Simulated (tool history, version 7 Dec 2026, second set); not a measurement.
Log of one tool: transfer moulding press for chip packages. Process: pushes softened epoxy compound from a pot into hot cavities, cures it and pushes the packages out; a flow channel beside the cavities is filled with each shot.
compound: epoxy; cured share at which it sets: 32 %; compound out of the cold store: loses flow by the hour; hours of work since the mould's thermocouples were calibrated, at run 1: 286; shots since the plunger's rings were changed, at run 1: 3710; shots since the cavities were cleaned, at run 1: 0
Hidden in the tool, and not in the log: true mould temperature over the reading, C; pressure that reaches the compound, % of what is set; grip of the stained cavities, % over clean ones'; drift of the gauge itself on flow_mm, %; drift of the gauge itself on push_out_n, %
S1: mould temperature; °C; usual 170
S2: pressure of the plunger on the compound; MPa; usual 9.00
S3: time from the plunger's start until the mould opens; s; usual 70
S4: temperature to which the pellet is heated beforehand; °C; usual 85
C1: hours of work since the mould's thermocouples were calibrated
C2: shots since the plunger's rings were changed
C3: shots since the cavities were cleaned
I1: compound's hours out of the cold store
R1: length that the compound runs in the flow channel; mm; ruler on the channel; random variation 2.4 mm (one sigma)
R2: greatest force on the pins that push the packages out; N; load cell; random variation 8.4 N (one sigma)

run	hour	S1	S2	S3	S4	C1	C2	C3	I1	R1	R2
1	0.0	170	9.00	70	85	286	3710	0	42.7	454	354
# hour 51.6: cavities cleaned with cleaning compound and waxed
2	91.5	170	9.00	75	85	334	4881	519	35.5	461	448
# hour 108.8: cavities cleaned with cleaning compound and waxed
# hour 161.3: cavities cleaned with cleaning compound and waxed
3	178.0	170	9.00	75	91	379	5970	218	39.1	447	375
# hour 218.9: cavities cleaned with cleaning compound and waxed
4	248.3	170	9.00	75	91	416	6865	383	33.2	458	420
# hour 264.6: plunger's sealing rings changed
# hour 273.9: cavities cleaned with cleaning compound and waxed
# hour 315.1: mould's thermocouples calibrated
5	315.1	170	9.00	75	91	0	612	510	27.2	511	437
# hour 329.4: cavities cleaned with cleaning compound and waxed
# hour 384.4: cavities cleaned with cleaning compound and waxed
6	394.2	170	9.00	70	85	41	1603	128	32.2	495	399
# hour 437.8: cavities cleaned with cleaning compound and waxed
7	484.6	170	9.00	70	85	89	2761	610	19.3	523	532
# hour 494.5: cavities cleaned with cleaning compound and waxed
# hour 549.4: cavities cleaned with cleaning compound and waxed
8	572.0	170	9.00	70	85	134	3861	295	29.8	487	448
# hour 607.5: cavities cleaned with cleaning compound and waxed
# hour 661.9: cavities cleaned with cleaning compound and waxed
9	674.2	175	9.00	70	85	187	5152	160	42.5	435	321
# hour 716.8: cavities cleaned with cleaning compound and waxed
10	732.0	175	9.00	70	84	217	5886	198	47.3	419	327
# hour 771.5: cavities cleaned with cleaning compound and waxed
11	779.2	170	9.00	96	85	242	6481	100	42.4	438	276
# hour 821.3: plunger's sealing rings changed
# hour 828.4: cavities cleaned with cleaning compound and waxed
# hour 836.9: mould's thermocouples calibrated, once more
12	842.5	170	9.00	96	85	3	230	157	46.8	461	294
# hour 881.9: cavities cleaned with cleaning compound and waxed
13	930.4	178	8.03	53	85	49	1356	631	34.4	443	672
# hour 936.8: cavities cleaned with cleaning compound and waxed
# hour 989.5: cavities cleaned with cleaning compound and waxed
14	1033.0	170	7.08	70	78	103	2654	567	36.0	424	563
# hour 1043.0: cavities cleaned with cleaning compound and waxed
# hour 1097.2: cavities cleaned with cleaning compound and waxed
15	1133.2	165	7.45	81	78	155	3919	469	19.5	477	576
# hour 1150.3: cavities cleaned with cleaning compound and waxed
16	1183.5	165	7.45	81	78	181	4555	433	26.7	456	533
# hour 1210.2: cavities cleaned with cleaning compound and waxed
17	1236.5	165	7.45	81	78	209	5226	342	21.0	471	542
# hour 1262.1: cavities cleaned with cleaning compound and waxed
# hour 1320.4: cavities cleaned with cleaning compound and waxed
18	1331.1	176	9.14	91	82	258	6419	139	13.3	508	289
# hour 1376.0: plunger's sealing rings changed
# hour 1377.5: cavities cleaned with cleaning compound and waxed
19	1377.5	176	9.14	91	82	281	0	0	27.4	506	244
# hour 1431.4: cavities cleaned with cleaning compound and waxed
20	1468.2	172	7.40	64	76	329	1162	480	42.1	420	559
# hour 1484.8: cavities cleaned with cleaning compound and waxed
21	1511.7	172	7.40	64	76	351	1709	351	14.7	489	613
# hour 1538.4: cavities cleaned with cleaning compound and waxed
22	1565.7	166	8.43	91	92	380	2392	356	41.2	454	378
# hour 1592.5: cavities cleaned with cleaning compound and waxed
23	1626.4	168	9.00	70	85	411	3163	441	37.3	473	539
# hour 1647.2: cavities cleaned with cleaning compound and waxed
# hour 1699.2: mould's thermocouples calibrated
# hour 1700.7: cavities cleaned with cleaning compound and waxed
24	1732.5	169	10.94	62	89	17	4480	414	33.9	526	709

3 ways to go on from here, each from the tool as it stands after run 24. What would each give?
# hour 1753.1: cavities cleaned with cleaning compound and waxed
A	1802.1	169	7.70	62	83	54	5368	639	12.9	?	?
# hour 1753.1: cavities cleaned with cleaning compound and waxed
B	1802.1	170	8.54	70	85	54	5368	639	14.0	?	?
# hour 1753.1: cavities cleaned with cleaning compound and waxed
C	1802.1	169	6.97	62	89	54	5368	639	35.2	?	?

run	R1	R2
A	485	857
B	509	566
C	408	765
Without the tool's hidden state the same runs would have given:
run	R1	R2
A	520	590
B	545	389
C	437	527

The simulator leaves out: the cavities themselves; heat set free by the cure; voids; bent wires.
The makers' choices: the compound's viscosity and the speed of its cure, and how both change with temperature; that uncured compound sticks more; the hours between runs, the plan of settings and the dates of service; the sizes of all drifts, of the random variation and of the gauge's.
